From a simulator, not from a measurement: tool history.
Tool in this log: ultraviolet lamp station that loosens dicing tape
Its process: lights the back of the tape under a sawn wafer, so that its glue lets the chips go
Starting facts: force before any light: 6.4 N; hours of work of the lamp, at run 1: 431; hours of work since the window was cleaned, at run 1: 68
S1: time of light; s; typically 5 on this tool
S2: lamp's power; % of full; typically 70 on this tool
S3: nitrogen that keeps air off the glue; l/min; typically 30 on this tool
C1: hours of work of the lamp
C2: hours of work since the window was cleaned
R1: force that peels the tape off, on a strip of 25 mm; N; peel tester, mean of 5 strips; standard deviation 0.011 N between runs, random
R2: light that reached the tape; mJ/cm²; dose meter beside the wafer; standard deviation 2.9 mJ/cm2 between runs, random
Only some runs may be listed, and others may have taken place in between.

{"run": 1, "hour": 0.0, "S1": 5, "S2": 70, "S3": 30, "C1": 431, "C2": 68, "R1": 0.543, "R2": 391}
{"run": 2, "hour": 23.7, "S1": 5, "S2": 70, "S3": 30, "C1": 449, "C2": 86, "R1": 0.554, "R2": 388}
{"run": 3, "hour": 57.2, "S1": 5, "S2": 70, "S3": 15, "C1": 474, "C2": 111, "R1": 0.859, "R2": 387}
{"run": 4, "hour": 85.1, "S1": 5, "S2": 70, "S3": 37, "C1": 495, "C2": 132, "R1": 0.499, "R2": 379}
{"run": 5, "hour": 126.6, "S1": 5, "S2": 70, "S3": 29, "C1": 526, "C2": 163, "R1": 0.58, "R2": 374}
{"run": 6, "hour": 152.8, "S1": 5, "S2": 70, "S3": 29, "C1": 546, "C2": 183, "R1": 0.653, "R2": 368}
{"run": 7, "hour": 176.7, "S1": 5, "S2": 70, "S3": 29, "C1": 563, "C2": 200, "R1": 0.639, "R2": 360}
{"run": 8, "hour": 215.4, "S1": 3, "S2": 70, "S3": 30, "C1": 592, "C2": 229, "R1": 1.425, "R2": 213}
{"run": 9, "hour": 238.6, "S1": 3, "S2": 70, "S3": 30, "C1": 610, "C2": 247, "R1": 1.389, "R2": 212}
{"run": 10, "hour": 278.4, "S1": 3, "S2": 70, "S3": 30, "C1": 639, "C2": 277, "R1": 1.411, "R2": 215}
{"run": 11, "hour": 305.5, "S1": 5, "S2": 68, "S3": 30, "C1": 660, "C2": 297, "R1": 0.691, "R2": 333}
{"run": 12, "hour": 331.9, "S1": 5, "S2": 68, "S3": 30, "C1": 680, "C2": 317, "R1": 0.712, "R2": 329}
{"hour": 334.8, "done": "window cleaned of glue's vapour"}
{"run": 13, "hour": 377.5, "S1": 5, "S2": 70, "S3": 30, "C1": 713, "C2": 32, "R1": 0.784, "R2": 305}
{"run": 14, "hour": 419.9, "S1": 5, "S2": 70, "S3": 30, "C1": 745, "C2": 64, "R1": 0.884, "R2": 299}
{"run": 15, "hour": 444.6, "S1": 5, "S2": 70, "S3": 30, "C1": 763, "C2": 82, "R1": 0.871, "R2": 297}
{"run": 16, "hour": 471.3, "S1": 5, "S2": 70, "S3": 30, "C1": 783, "C2": 102, "R1": 0.886, "R2": 293}
{"run": 17, "hour": 517.0, "S1": 5, "S2": 70, "S3": 30, "C1": 817, "C2": 136, "R1": 0.925, "R2": 290}
{"hour": 544.0, "done": "window cleaned of glue's vapour, once more"}
{"run": 18, "hour": 552.9, "S1": 5, "S2": 70, "S3": 30, "C1": 844, "C2": 7, "R1": 0.599, "R2": 382}
{"run": 19, "hour": 573.8, "S1": 5, "S2": 70, "S3": 30, "C1": 860, "C2": 22, "R1": 0.555, "R2": 373}
{"run": 20, "hour": 592.2, "S1": 5, "S2": 70, "S3": 30, "C1": 873, "C2": 36, "R1": 0.591, "R2": 373}
{"run": 21, "hour": 617.1, "S1": 5, "S2": 70, "S3": 30, "C1": 892, "C2": 55, "R1": 0.603, "R2": 367}
{"run": 22, "hour": 638.5, "S1": 3, "S2": 70, "S3": 11, "C1": 908, "C2": 71, "R1": 2.243, "R2": 217}
{"run": 23, "hour": 674.5, "S1": 3, "S2": 70, "S3": 11, "C1": 935, "C2": 98, "R1": 2.177, "R2": 218}
{"run": 24, "hour": 715.2, "S1": 7, "S2": 100, "S3": 36, "C1": 965, "C2": 128, "R1": 0.238, "R2": 705}
{"run": 25, "hour": 733.8, "S1": 7, "S2": 100, "S3": 36, "C1": 979, "C2": 142, "R1": 0.243, "R2": 711}
{"run": 26, "hour": 779.1, "S1": 7, "S2": 100, "S3": 36, "C1": 1013, "C2": 176, "R1": 0.264, "R2": 694}
{"run": 27, "hour": 800.1, "S1": 4, "S2": 70, "S3": 25, "C1": 1029, "C2": 192, "R1": 1.088, "R2": 275}
{"run": 28, "hour": 822.3, "S1": 4, "S2": 70, "S3": 25, "C1": 1045, "C2": 208, "R1": 1.079, "R2": 273}
{"run": 29, "hour": 863.9, "S1": 4, "S2": 70, "S3": 25, "C1": 1077, "C2": 239, "R1": 1.122, "R2": 270}
{"run": 30, "hour": 902.3, "S1": 4, "S2": 70, "S3": 25, "C1": 1105, "C2": 268, "R1": 1.164, "R2": 264}
{"run": 31, "hour": 938.0, "S1": 4, "S2": 70, "S3": 50, "C1": 1132, "C2": 295, "R1": 0.788, "R2": 259}
{"run": 32, "hour": 977.5, "S1": 7, "S2": 69, "S3": 43, "C1": 1162, "C2": 324, "R1": 0.354, "R2": 447}
{"run": 33, "hour": 1003.4, "S1": 5, "S2": 84, "S3": 30, "C1": 1181, "C2": 344, "R1": 0.557, "R2": 381}
{"run": 34, "hour": 1036.6, "S1": 2, "S2": 70, "S3": 18, "C1": 1206, "C2": 368, "R1": 3.018, "R2": 122}
{"run": 35, "hour": 1078.9, "S1": 7, "S2": 70, "S3": 12, "C1": 1237, "C2": 400, "R1": 0.834, "R2": 431}
{"hour": 1113.8, "done": "window cleaned of glue's vapour"}
{"run": 36, "hour": 1113.8, "S1": 3, "S2": 97, "S3": 10, "C1": 1263, "C2": 0, "R1": 1.547, "R2": 302}
{"run": 37, "hour": 1141.3, "S1": 10, "S2": 97, "S3": 9, "C1": 1284, "C2": 21, "R1": 0.261, "R2": 1001}
{"run": 38, "hour": 1165.3, "S1": 3, "S2": 76, "S3": 25, "C1": 1302, "C2": 39, "R1": 1.429, "R2": 237}
{"run": 39, "hour": 1185.7, "S1": 3, "S2": 76, "S3": 25, "C1": 1317, "C2": 54, "R1": 1.45, "R2": 227}
{"run": 40, "hour": 1213.2, "S1": 5, "S2": 70, "S3": 36, "C1": 1337, "C2": 74, "R1": 0.587, "R2": 345}
{"run": 41, "hour": 1232.8, "S1": 2, "S2": 70, "S3": 37, "C1": 1352, "C2": 89, "R1": 2.171, "R2": 137}
{"run": 42, "hour": 1258.4, "S1": 2, "S2": 84, "S3": 30, "C1": 1371, "C2": 108, "R1": 2.001, "R2": 168}

Forecast each of these 4 alternatives for the next run:
{"run": "A", "hour": 1303.3, "S1": 2, "S2": 84, "S3": 46, "C1": 1405, "C2": 142, "R1": "?", "R2": "?"}
{"run": "B", "hour": 1303.3, "S1": 2, "S2": 88, "S3": 30, "C1": 1405, "C2": 142, "R1": "?", "R2": "?"}
{"run": "C", "hour": 1303.3, "S1": 3, "S2": 70, "S3": 23, "C1": 1405, "C2": 142, "R1": "?", "R2": "?"}
{"run": "D", "hour": 1303.3, "S1": 9, "S2": 89, "S3": 22, "C1": 1405, "C2": 142, "R1": "?", "R2": "?"}

run=A R1=1.830 R2=161
run=B R1=1.907 R2=169
run=C R1=1.793 R2=200
run=D R1=0.265 R2=771
Without the tool's hidden state the same runs would have given:
run=A R1=1.343 R2=203
run=B R1=1.426 R2=213
run=C R1=1.315 R2=252
run=D R1=0.241 R2=971

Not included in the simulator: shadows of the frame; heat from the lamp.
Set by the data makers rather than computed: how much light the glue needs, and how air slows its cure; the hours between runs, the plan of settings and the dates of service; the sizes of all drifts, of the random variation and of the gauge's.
